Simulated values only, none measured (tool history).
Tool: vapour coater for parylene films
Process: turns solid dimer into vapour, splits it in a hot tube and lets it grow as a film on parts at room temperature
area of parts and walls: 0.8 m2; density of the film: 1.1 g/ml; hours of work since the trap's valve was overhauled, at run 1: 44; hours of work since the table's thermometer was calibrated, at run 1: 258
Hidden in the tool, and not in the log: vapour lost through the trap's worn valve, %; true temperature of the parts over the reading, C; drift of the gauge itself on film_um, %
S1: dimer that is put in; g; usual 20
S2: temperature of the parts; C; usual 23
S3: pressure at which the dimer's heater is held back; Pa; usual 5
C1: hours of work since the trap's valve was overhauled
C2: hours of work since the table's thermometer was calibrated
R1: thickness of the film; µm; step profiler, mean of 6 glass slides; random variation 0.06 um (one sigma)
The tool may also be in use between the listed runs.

run	day	S1	S2	S3	C1	C2	R1
1	0	20	23	5	44	258	17.13
2	0.533	20	23	5	54	269	17.18
3	1.1	20	23	5	65	279	17.22
4	1.675	8	23	5	76	291	6.88
5	2.1	20	23	5	85	299	17.34
6	2.788	26	23	5	98	312	22.41
7	3.217	33	23	5	106	321	28.56
8	3.942	20	22	5	120	335	17.84
9	4.508	20	22	5	131	346	17.94
10	5.2	20	23	5	145	359	17.36
11	5.992	20	23	5	160	374	17.42
12	6.583	20	23	5	172	386	17.51
13	7.292	13	23	11.93	185	400	9.94

Forecast run 14:
14	7.854	20	23	4	196	411	?

R1: 18.17 µm
Without the tool's hidden state the same run would have given R1 17.86 µm.
